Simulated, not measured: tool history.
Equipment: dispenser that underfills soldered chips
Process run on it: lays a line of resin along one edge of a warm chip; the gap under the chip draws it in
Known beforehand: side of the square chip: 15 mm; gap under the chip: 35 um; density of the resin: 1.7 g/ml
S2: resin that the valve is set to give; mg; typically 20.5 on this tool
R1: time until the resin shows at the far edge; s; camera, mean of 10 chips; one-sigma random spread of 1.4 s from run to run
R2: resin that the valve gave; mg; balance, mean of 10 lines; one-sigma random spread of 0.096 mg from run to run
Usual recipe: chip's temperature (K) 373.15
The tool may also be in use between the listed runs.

{"run": 1, "hour": 0.0, "chip's temperature (K)": 373.15, "S2": 20.5, "R1": 218.4, "R2": 19.12}
{"hour": 1.1, "done": "new syringe of resin"}
{"run": 2, "hour": 5.4, "chip's temperature (K)": 387.15, "S2": 20.5, "R1": 105.9, "R2": 18.92}
{"hour": 11.6, "done": "new syringe of resin"}
{"run": 3, "hour": 11.6, "chip's temperature (K)": 373.15, "S2": 20.5, "R1": 142.6, "R2": 18.96}
{"run": 4, "hour": 16.1, "chip's temperature (K)": 373.15, "S2": 20.5, "R1": 174.8, "R2": 18.74}
{"run": 5, "hour": 20.2, "chip's temperature (K)": 373.15, "S2": 21.9, "R1": 208.5, "R2": 20.05}
{"hour": 21.9, "done": "new syringe of resin"}
{"run": 6, "hour": 25.1, "chip's temperature (K)": 373.15, "S2": 21.9, "R1": 159.5, "R2": 20.02}
{"run": 7, "hour": 29.1, "chip's temperature (K)": 384.15, "S2": 25.4, "R1": 128.3, "R2": 23.38}
{"hour": 32.6, "done": "new syringe of resin"}
{"run": 8, "hour": 33.8, "chip's temperature (K)": 367.15, "S2": 23.2, "R1": 183.9, "R2": 21.07}
{"run": 9, "hour": 37.1, "chip's temperature (K)": 359.15, "S2": 23.2, "R1": 286.1, "R2": 21.04}
{"run": 10, "hour": 42.3, "chip's temperature (K)": 362.15, "S2": 20.5, "R1": 332.5, "R2": 18.45}
{"hour": 43.2, "done": "new syringe of resin"}
{"run": 11, "hour": 47.9, "chip's temperature (K)": 362.15, "S2": 17.4, "R1": 279.5, "R2": 15.61}

Forecast each of these 3 alternatives for the next run:
{"hour": 53.6, "done": "new syringe of resin"}
{"run": "A", "hour": 54.5, "chip's temperature (K)": 375.15, "S2": 21.5, "R1": "?", "R2": "?"}
{"hour": 53.6, "done": "new syringe of resin"}
{"run": "B", "hour": 54.5, "chip's temperature (K)": 373.15, "S2": 22.0, "R1": "?", "R2": "?"}
{"hour": 53.6, "done": "new syringe of resin"}
{"run": "C", "hour": 54.5, "chip's temperature (K)": 380.15, "S2": 24.1, "R1": "?", "R2": "?"}

run=A R1=139.1 R2=19.15
run=B R1=149.0 R2=19.68
run=C R1=113.5 R2=21.52
What these runs would have given with no unlogged condition in the tool:
run=A R1=127.5 R2=21.45
run=B R1=136.9 R2=22.03
run=C R1=105.0 R2=24.09

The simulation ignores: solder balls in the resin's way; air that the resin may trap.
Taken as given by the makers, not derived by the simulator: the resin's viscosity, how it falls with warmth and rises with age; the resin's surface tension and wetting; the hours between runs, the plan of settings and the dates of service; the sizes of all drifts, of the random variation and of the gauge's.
